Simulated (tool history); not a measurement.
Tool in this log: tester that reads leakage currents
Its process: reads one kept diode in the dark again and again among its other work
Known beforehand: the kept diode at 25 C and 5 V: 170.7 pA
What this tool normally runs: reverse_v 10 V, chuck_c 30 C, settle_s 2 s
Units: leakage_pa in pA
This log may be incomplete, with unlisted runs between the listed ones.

run	hour	reverse_v	chuck_c	settle_s	leakage_pa
1	0	10	30	2	352.62
2	35.9	10	30	2	352.81
3	75	10	30	9.48	352.15
4	118.9	10	30	1.07	352.86
5	153.8	10	30	1.07	351.17
6	196.2	10	30	1.07	352.47
7	254	10	30	1.07	351.45
8	306.6	1.3	30	2	123.75
9	367.3	1.9	20	4.43	57.79
10	414.5	1.9	20	4.43	57.72
11	444.2	1.9	20	2.13	57.68
12	484.3	2.2	30	3.04	160.64
13	546.2	2.2	30	3.04	160.24
14	585.8	11.2	55	0.48	3062.55
15	613.8	10	56	2	3145.22

4 options for the next run, each taken on its own from the tool as it stands now. Forecast them:
A	644.1	10	56	0.73	?
B	644.1	12	20	0.33	?
C	644.1	1.4	32	2	?
D	644.1	6.5	34	1.79	?

run	leakage_pa
A	3131.34
B	153.29
C	151.71
D	398.03
Stripped of hidden state, with their random variation kept, the same runs would have yielded:
run	leakage_pa
A	3461.99
B	169
C	170.26
D	444.86

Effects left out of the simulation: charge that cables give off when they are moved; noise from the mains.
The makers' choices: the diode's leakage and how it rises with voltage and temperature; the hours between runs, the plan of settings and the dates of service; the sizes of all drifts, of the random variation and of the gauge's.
